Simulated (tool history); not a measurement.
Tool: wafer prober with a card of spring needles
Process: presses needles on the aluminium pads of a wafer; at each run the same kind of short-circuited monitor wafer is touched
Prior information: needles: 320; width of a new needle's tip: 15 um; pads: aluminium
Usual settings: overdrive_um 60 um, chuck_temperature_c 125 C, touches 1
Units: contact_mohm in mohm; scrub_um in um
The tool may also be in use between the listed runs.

run   hour  overdrive_um  chuck_temperature_c  touches  contact_mohm  scrub_um
  1      0            60                  125        1           230    16.518
         3  -- tips cleaned on abrasive film
  2     11            60                  125        1           235    16.468
  3   21.3            60                  125        1           231    16.455
      24.5  -- tips cleaned on abrasive film
      24.8  -- height of the first contact set anew
  4   30.1            60                  125        2           216    16.604
  5   39.2            60                  125        2           223    16.604
      46.9  -- tips cleaned on abrasive film
  6     51            60                  125        2           220    16.579
  7   59.9            60                  125        2           226    16.583
      63.5  -- tips cleaned on abrasive film, once more
  8   74.4            60                  125        2           223    16.567
  9   80.3            64                   36        2           203    17.678
      84.7  -- tips cleaned on abrasive film
 10   90.8            64                   36        2           200     17.67
 11  103.7            75                   26        1           199    20.708
     107.1  -- tips cleaned on abrasive film
 12  114.7            75                   26        1           197    20.695

Run 13, settings as shown, results not yet in. Your forecast:
     128.3  -- tips cleaned on abrasive film
 13  128.3            46                   61        2             ?         ?

contact_mohm: 206 mohm
scrub_um: 12.656 um
Take away the tool's hidden state, keep the run-to-run variation as it was, and the same run would have given contact_mohm 204 mohm, scrub_um 12.715 um.
